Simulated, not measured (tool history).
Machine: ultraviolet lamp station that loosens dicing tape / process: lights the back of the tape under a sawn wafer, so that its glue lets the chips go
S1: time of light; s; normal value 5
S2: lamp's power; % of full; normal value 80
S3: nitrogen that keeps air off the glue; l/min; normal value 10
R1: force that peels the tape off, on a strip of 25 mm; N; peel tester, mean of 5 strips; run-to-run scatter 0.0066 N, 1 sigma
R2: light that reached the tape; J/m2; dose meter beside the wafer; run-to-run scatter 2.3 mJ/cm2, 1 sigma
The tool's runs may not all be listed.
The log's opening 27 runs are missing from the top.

run	day	S1	S2	S3	R1	R2
28	17.267	5	98	10	0.172	2690
29	17.892	5	90	13	0.174	2530
30	18.25	3	61	17	0.963	1020
31	18.908	3	61	17	0.957	1020
# day 19.608: window cleaned of glue's vapour
32	19.608	4	83	3	0.791	1880
33	20.246	4	83	3	0.806	1840
34	20.925	8	83	3	0.183	3650
35	21.6	4	83	3	0.784	1850
36	22.121	4	83	3	0.785	1860
37	22.867	7	77	12	0.14	3000
38	23.338	7	68	14	0.156	2670
39	23.925	9	74	15	0.14	3660
40	24.671	5	69	10	0.287	1930
41	25.262	5	69	10	0.312	1870
42	25.65	2	65	13	2.079	700
43	26.375	2	65	10	2.351	710

Consider 3 possible next runs. They are alternatives, not a sequence: every one starts from the tool as it was left by run 43. What does each give?
A	27.171	8	85	4	?	?
B	27.171	6	64	10	?	?
C	27.171	6	99	4	?	?

run	R1	R2
A	0.161	3780
B	0.239	2140
C	0.179	3250
Without the tool's unlogged condition, the same runs would have read:
run	R1	R2
A	0.161	3790
B	0.238	2140
C	0.178	3260
